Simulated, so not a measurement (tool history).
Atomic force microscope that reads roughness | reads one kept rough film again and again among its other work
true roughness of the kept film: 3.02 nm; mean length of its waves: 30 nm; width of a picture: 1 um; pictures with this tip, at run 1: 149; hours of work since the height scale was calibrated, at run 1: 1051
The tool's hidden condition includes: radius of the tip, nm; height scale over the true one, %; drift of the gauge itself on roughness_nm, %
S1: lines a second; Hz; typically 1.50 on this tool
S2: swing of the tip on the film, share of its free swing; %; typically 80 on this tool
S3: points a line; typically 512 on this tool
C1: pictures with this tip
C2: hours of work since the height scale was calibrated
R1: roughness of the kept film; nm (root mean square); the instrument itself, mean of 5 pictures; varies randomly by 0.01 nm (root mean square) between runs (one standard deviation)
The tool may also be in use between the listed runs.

run	hour	S1	S2	S3	C1	C2	R1
1	0.0	1.50	80	512	149	1051	2.182
2	70.7	1.50	80	512	253	1095	2.087
3	120.4	1.50	80	512	327	1125	1.997
# hour 147.5: new tip fitted
4	184.8	1.50	80	512	55	1165	2.335
5	243.5	1.50	80	512	142	1201	2.204
6	280.8	1.50	80	512	197	1224	2.164
7	359.6	0.89	80	512	314	1273	2.134
# hour 399.0: new tip fitted
8	409.7	0.89	80	512	16	1304	2.443
9	447.6	0.89	80	512	72	1327	2.369
10	520.9	0.89	80	512	180	1372	2.248
11	574.8	0.66	73	502	260	1406	2.223
12	622.6	0.66	73	502	331	1435	2.144
# hour 649.8: new tip fitted
13	687.7	2.60	81	535	56	1475	2.145
14	724.5	1.54	62	792	111	1498	2.369
15	805.7	2.50	80	351	231	1548	1.966
16	885.9	2.50	80	351	349	1598	1.855
# hour 901.3: new tip fitted
17	932.6	2.50	77	351	47	1626	2.211
18	999.4	1.50	80	668	145	1668	2.219
19	1048.6	1.50	80	668	218	1698	2.125

Alternative continuations, all from the tool just after run 19; predict every row:
A	1118.3	1.62	80	668	321	1741	?
B	1118.3	1.50	62	512	321	1741	?
C	1118.3	0.62	77	773	321	1741	?

run	R1
A	2.026
B	2.168
C	2.181
What these runs would have given with no unlogged condition in the tool:
run	R1
A	2.388
B	2.555
C	2.571
